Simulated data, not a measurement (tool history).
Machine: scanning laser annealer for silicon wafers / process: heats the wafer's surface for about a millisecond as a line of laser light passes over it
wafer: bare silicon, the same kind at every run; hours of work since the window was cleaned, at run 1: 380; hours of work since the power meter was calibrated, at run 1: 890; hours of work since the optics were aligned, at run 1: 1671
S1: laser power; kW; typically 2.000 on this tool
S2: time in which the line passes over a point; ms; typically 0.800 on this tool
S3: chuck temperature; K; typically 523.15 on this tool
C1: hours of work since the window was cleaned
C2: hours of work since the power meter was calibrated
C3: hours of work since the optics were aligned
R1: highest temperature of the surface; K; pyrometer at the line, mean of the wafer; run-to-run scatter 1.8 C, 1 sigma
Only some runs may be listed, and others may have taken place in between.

| run | hour | S1 | S2 | S3 | C1 | C2 | C3 | R1 |
|---|---|---|---|---|---|---|---|---|
| 1 | 0.0 | 2.000 | 0.800 | 523.15 | 380 | 890 | 1671 | 1224.15 |
| 2 | 88.6 | 2.000 | 0.800 | 523.15 | 423 | 933 | 1715 | 1224.15 |
| 3 | 129.0 | 2.000 | 0.800 | 523.15 | 443 | 953 | 1734 | 1226.15 |
| 4 | 198.5 | 2.000 | 0.800 | 541.15 | 477 | 987 | 1768 | 1241.15 |
| 5 | 279.3 | 2.000 | 0.800 | 541.15 | 517 | 1027 | 1808 | 1240.15 |
| 6 | 352.0 | 2.000 | 0.800 | 533.15 | 552 | 1062 | 1844 | 1234.15 |
| 7 | 398.0 | 2.000 | 0.800 | 494.15 | 575 | 1085 | 1866 | 1194.15 |
| 8 | 452.4 | 2.000 | 0.800 | 523.15 | 602 | 1112 | 1893 | 1224.15 |
|  | 534.1 | optics aligned, line set to its width |
| 9 | 542.3 | 2.000 | 0.800 | 523.15 | 643 | 1153 | 4 | 1226.15 |
| 10 | 628.4 | 2.000 | 0.800 | 523.15 | 685 | 1196 | 46 | 1226.15 |
| 11 | 716.8 | 2.000 | 0.800 | 523.15 | 729 | 1239 | 90 | 1226.15 |
| 12 | 757.9 | 2.000 | 0.800 | 523.15 | 749 | 1259 | 110 | 1224.15 |
| 13 | 823.3 | 2.053 | 0.733 | 538.15 | 781 | 1291 | 142 | 1227.15 |
| 14 | 909.6 | 1.824 | 0.800 | 523.15 | 823 | 1333 | 184 | 1160.15 |
| 15 | 993.8 | 1.824 | 0.800 | 523.15 | 864 | 1375 | 225 | 1157.15 |
| 16 | 1055.8 | 1.987 | 0.574 | 523.15 | 895 | 1405 | 256 | 1110.15 |
|  | 1064.4 | window over the wafer cleaned |
| 17 | 1125.8 | 1.912 | 0.901 | 539.15 | 30 | 1438 | 289 | 1250.15 |
| 18 | 1183.5 | 1.912 | 0.635 | 536.15 | 58 | 1467 | 317 | 1134.15 |
| 19 | 1238.1 | 1.912 | 0.635 | 536.15 | 85 | 1493 | 344 | 1131.15 |
| 20 | 1294.5 | 1.942 | 0.705 | 508.15 | 113 | 1521 | 372 | 1149.15 |
| 21 | 1389.1 | 1.942 | 0.705 | 508.15 | 159 | 1567 | 418 | 1146.15 |
| 22 | 1451.0 | 1.715 | 0.780 | 507.15 | 190 | 1598 | 449 | 1094.15 |

Describe how what the log doesn't record of the tool's condition differs between the last listed run preceding each entry between runs and the first listed run following it.
In the gap between runs 8 and 9: optics aligned, line set to its width (hour 534.1)
  width of the line over the set one, %: 0.06 -> 0
In the gap between runs 16 and 17: window over the wafer cleaned (hour 1064.4)
  light that passes the window, % of a clean one's: 99.92 -> 99.99
